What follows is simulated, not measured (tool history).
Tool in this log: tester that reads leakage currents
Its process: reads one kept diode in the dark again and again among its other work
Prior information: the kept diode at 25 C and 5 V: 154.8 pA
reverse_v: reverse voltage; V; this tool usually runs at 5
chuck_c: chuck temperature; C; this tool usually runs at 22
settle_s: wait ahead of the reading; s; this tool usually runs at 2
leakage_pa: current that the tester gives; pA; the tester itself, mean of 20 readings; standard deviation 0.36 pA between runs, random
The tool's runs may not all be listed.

Run 1, hour 0: usual settings. Result: leakage_pa 115.89 pA.
Run 2, hour 23.2: usual settings. Result: leakage_pa 116.18 pA.
Run 3, hour 57.5: usual settings. Result: leakage_pa 115.75 pA.
Run 4, hour 82.1: usual settings. Result: leakage_pa 115.78 pA.
Run 5, hour 106.2: usual settings but settle_s 2.37 s. Result: leakage_pa 115.86 pA.
Run 6, hour 127.5: usual settings but settle_s 2.37 s. Result: leakage_pa 115.04 pA.
Run 7, hour 142.1: usual settings but settle_s 0.34 s. Result: leakage_pa 117.73 pA.
Run 8, hour 160.1: usual settings but reverse_v 3.45 V. Result: leakage_pa 96.07 pA.
Run 9, hour 188.8: usual settings but settle_s 0.36 s. Result: leakage_pa 117.84 pA.
Run 10, hour 224.9: usual settings but settle_s 1.35 s. Result: leakage_pa 115.75 pA.
Run 11, hour 246.8: usual settings but reverse_v 5.86 V, chuck_c 20 C, settle_s 0.58 s. Result: leakage_pa 106.83 pA.
Run 12, hour 262.4: usual settings but reverse_v 1.04 V, chuck_c 20 C, settle_s 0.58 s. Result: leakage_pa 44.44 pA.
Run 13, hour 281.2: usual settings but reverse_v 3.81 V, chuck_c 55 C, settle_s 1.37 s. Result: leakage_pa 1575.9 pA.
Run 14, hour 315.1: usual settings but reverse_v 9.99 V, chuck_c 21 C. Result: leakage_pa 152.43 pA.
Run 15, hour 331.8: usual settings but chuck_c 45 C, settle_s 5.19 s. Result: leakage_pa 808.66 pA.
Run 16, hour 355.1: usual settings but chuck_c 45 C, settle_s 5.19 s. Result: leakage_pa 811.5 pA.
Run 17, hour 390.9: usual settings but reverse_v 13.61 V, chuck_c 25 C, settle_s 2.4 s. Result: leakage_pa 249.52 pA.
Run 18, hour 425.6: usual settings but settle_s 5.11 s. Result: leakage_pa 115.26 pA.
Run 19, hour 454.9: usual settings but reverse_v 11.27 V, chuck_c 23 C, settle_s 0.93 s. Result: leakage_pa 191.51 pA.
At hour 480.8: chuck's temperature calibrated.
Run 20, hour 483.5: usual settings but reverse_v 1.93 V, chuck_c 23 C, settle_s 1.36 s. Result: leakage_pa 88.13 pA.

What if the next run were any one of these 5? Each begins from the tool's condition after run 20:
Run A, hour 506.4: usual settings but reverse_v 1.52 V, settle_s 3.28 s. Result: leakage_pa ?.
Run B, hour 506.4: usual settings but reverse_v 4.62 V, chuck_c 38 C, settle_s 1.36 s. Result: leakage_pa ?.
Run C, hour 506.4: usual settings but settle_s 8.75 s. Result: leakage_pa ?.
Run D, hour 506.4: usual settings but reverse_v 14.09 V. Result: leakage_pa ?.
Run E, hour 506.4: usual settings but reverse_v 7.05 V, chuck_c 53 C, settle_s 3.51 s. Result: leakage_pa ?.

run  leakage_pa
  A       71.99
  B      487.91
  C      128.96
  D      222.46
  E     1980.91
With the hidden condition removed and each run's random variation left untouched, the same runs would have given:
run  leakage_pa
  A       68.32
  B      476.59
  C      117.01
  D      188.89
  E     1962.87
